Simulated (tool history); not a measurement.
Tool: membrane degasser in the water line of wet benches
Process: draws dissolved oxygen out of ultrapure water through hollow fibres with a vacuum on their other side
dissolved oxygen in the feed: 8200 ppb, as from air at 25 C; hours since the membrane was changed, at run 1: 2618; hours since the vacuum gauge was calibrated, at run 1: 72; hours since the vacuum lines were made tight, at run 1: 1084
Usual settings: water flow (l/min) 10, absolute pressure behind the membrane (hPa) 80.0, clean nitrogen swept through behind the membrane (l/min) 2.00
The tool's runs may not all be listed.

run    hour  water flow (l/min)  absolute pressure behind the membrane (hPa)  clean nitrogen swept through behind the membrane (l/min)  hours since the membrane was changed  hours since the vacuum gauge was calibrated  hours since the vacuum lines were made tight  dissolved oxygen in the water behind the degasser (ppb)  pressure that the water loses in the fibres (hPa)
  1     0.0                  10                                         80.0                                                      2.00                                  2618                                           72                                          1084                                                     69.4                                              622.3
  2   119.4                  10                                         80.0                                                      2.00                                  2738                                          192                                          1203                                                     69.8                                              619.3
  3   182.1                  10                                         80.0                                                      4.54                                  2800                                          254                                          1266                                                     37.3                                              616.7
  4   336.5                  10                                         80.0                                                      4.54                                  2955                                          409                                          1420                                                     37.7                                              624.2
  5   446.3                  10                                         80.0                                                      4.54                                  3065                                          519                                          1530                                                     37.4                                              621.0
  6   519.8                  14                                         80.0                                                      4.54                                  3138                                          592                                          1603                                                     77.3                                              872.9
  7   630.0                  14                                         80.0                                                      4.54                                  3248                                          702                                          1714                                                     78.8                                              876.7
  8   781.5                  14                                         80.0                                                      4.54                                  3400                                          854                                          1865                                                     80.1                                              875.9
  9   870.3                  14                                         80.0                                                      4.54                                  3489                                          943                                          1954                                                     80.4                                              875.6
 10   979.3                  12                                         80.0                                                      4.54                                  3598                                         1052                                          2063                                                     56.7                                              750.4
 11  1128.9                  12                                         80.0                                                      4.54                                  3747                                         1201                                          2213                                                     55.6                                              754.5
 12  1279.7                  10                                         80.0                                                      4.54                                  3898                                         1352                                          2363                                                     39.0                                              629.7
 13  1351.3                  10                                         80.0                                                      4.54                                  3970                                         1424                                          2435                                                     39.5                                              627.1
 14  1501.9                  10                                         80.0                                                      4.54                                  4120                                         1574                                          2585                                                     38.7                                              626.0
 15  1565.7                  10                                         80.0                                                      4.54                                  4184                                         1638                                          2649                                                     38.2                                              627.8
 16  1646.6                  10                                         80.0                                                      2.00                                  4265                                         1719                                          2730                                                     73.2                                              627.4
 17  1729.4                  10                                         62.3                                                      2.14                                  4348                                         1802                                          2813                                                     49.0                                              627.0
 18  1832.7                  10                                         62.3                                                      2.07                                  4451                                         1905                                          2916                                                     50.0                                              629.7
 19  1962.4                   8                                         80.0                                                      2.00                                  4581                                         2035                                          3046                                                     54.2                                              502.2
 20  2077.4                   8                                         80.0                                                      2.00                                  4696                                         2150                                          3161                                                     53.7                                              505.4
 21  2174.4                   8                                         80.0                                                      2.00                                  4793                                         2247                                          3258                                                     53.8                                              504.1
 22  2240.0                   8                                         80.0                                                      2.00                                  4858                                         2312                                          3324                                                     54.1                                              505.0
 23  2306.3                   7                                         80.0                                                      2.00                                  4925                                         2379                                          3390                                                     47.5                                              441.2
 24  2411.3                  13                                        187.8                                                      1.76                                  5030                                         2484                                          3495                                                    313.6                                              827.5
 25  2483.8                   7                                        180.2                                                      3.80                                  5102                                         2556                                          3567                                                     74.8                                              444.3
 26  2622.1                   8                                         66.8                                                      3.80                                  5240                                         2694                                          3706                                                     23.5                                              504.2
 27  2766.6                   8                                         66.8                                                      3.80                                  5385                                         2839                                          3850                                                     23.6                                              508.2
 28  2859.0                   8                                         66.8                                                      3.80                                  5477                                         2931                                          3943                                                     24.5                                              511.5
 29  2951.5                  10                                        179.9                                                      3.80                                  5570                                         3024                                          4035                                                    112.0                                              637.6
 30  3083.0                  10                                        119.3                                                      2.00                                  5701                                         3155                                          4167                                                    124.3                                              632.9
 31  3183.8                  10                                        119.3                                                      2.00                                  5802                                         3256                                          4267                                                    123.3                                              636.9
 32  3333.5                  15                                         80.0                                                      2.79                                  5952                                         3406                                          4417                                                    122.8                                              958.9

3 ways to go on from here, each from the tool as it stands after run 32. What would each give?
  A  3414.6                  13                                         96.4                                                      3.53                                  6033                                         3487                                          4498                                                        ?                                                  ?
  B  3414.6                   8                                         51.5                                                      2.00                                  6033                                         3487                                          4498                                                        ?                                                  ?
  C  3414.6                  12                                        182.1                                                      1.32                                  6033                                         3487                                          4498                                                        ?                                                  ?

run  dissolved oxygen in the water behind the degasser (ppb)  pressure that the water loses in the fibres (hPa)
  A                                                     97.7                                              834.9
  B                                                     26.7                                              507.6
  C                                                    360.5                                              767.7
Without the tool's hidden state the same runs would have given:
run  dissolved oxygen in the water behind the degasser (ppb)  pressure that the water loses in the fibres (hPa)
  A                                                     85.1                                              793.2
  B                                                     22.6                                              482.1
  C                                                    338.6                                              729.4
